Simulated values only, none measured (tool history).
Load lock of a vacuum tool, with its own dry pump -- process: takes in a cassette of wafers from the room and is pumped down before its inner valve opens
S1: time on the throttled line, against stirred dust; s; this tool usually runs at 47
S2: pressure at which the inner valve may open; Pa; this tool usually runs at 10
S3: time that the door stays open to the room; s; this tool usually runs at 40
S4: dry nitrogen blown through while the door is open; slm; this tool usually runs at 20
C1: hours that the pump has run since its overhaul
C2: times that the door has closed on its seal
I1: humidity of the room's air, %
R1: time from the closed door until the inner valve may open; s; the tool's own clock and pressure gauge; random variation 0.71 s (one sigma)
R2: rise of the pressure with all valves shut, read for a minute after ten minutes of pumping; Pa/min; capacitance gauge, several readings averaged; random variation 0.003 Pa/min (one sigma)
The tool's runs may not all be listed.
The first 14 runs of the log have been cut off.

run      day  S1  S2   S3  S4    C1     C2    I1     R1     R2
 15  106.762  47  10   40  14  3317  28818  45.3  108.1  0.025
 16  116.312  47  10   40  14  3547  29954  46.3  106.4  0.026
 17  122.792  47  10   40  20  3702  30724  42.5  106.6  0.018
 18  128.496  47  10   40  20  3839  31402  44.1  106.7  0.020
 19  135.829  47  10   40  24  4015  32274  43.4  107.4  0.013
 20  145.033  28  10   65  22  4236  33369  47.2   94.1  0.021
 21  149.517  28  13   57  14  4343  33902  45.8   90.5  0.024
 22  154.808  28  13   57  14  4470  34531  46.0   91.7  0.022
 23  164.433  28  13   57  14  4701  35676  44.5   92.0  0.022
 24  174.858  47  10   53   5  4952  36915  43.6  106.7  0.037
 25  179.746  47  10   53   5  5069  37497  43.3  107.7  0.040
 26  189.175  26  10   53   5  5295  38618  47.6   92.0  0.046
 27  198.225  47  15   40  20  5512  39694  45.7  102.8  0.018
 28  208.883  74   8  116   8  5768  40961  44.6  128.4  0.040
 29  213.346  47  12   31  16  5875  41492  42.4  107.5  0.019
 30  221.942  47  12   31  16  6082  42514  43.5  106.1  0.016
 31  231.888  73  17   80  16  6320  43697  47.9  122.1  0.025
 32  240.875  43  10   40  20  6536  44765  45.4  104.1  0.015
 33  250.304  67  14   40  30  6762  45887  48.6  119.7  0.014
 34  255.508  67   7   29  30  6887  46505  48.0  124.4  0.013
 35  266.054  70   7   97  30  7140  47760  45.4  126.7  0.017
 36  271.517  70   7   97  30  7271  48409  43.8  127.5  0.015
 37  276.967  46   8   97  30  7402  49057  43.8  107.6  0.019

3 ways to go on from here, each from the tool as it stands after run 37. What would each give?
  A  286.092  47  18  42  44  7621  50142  44.2   ?   ?
  B  286.092  47  10  50  20  7621  50142  47.5   ?   ?
  C  286.092  79  10  40  24  7621  50142  48.1   ?   ?

run     R1     R2
  A  101.7  0.012
  B  106.7  0.021
  C  130.8  0.021
With the hidden condition removed and each run's random variation left untouched, the same runs would have given:
run     R1     R2
  A  101.6  0.011
  B  106.6  0.019
  C  130.8  0.020
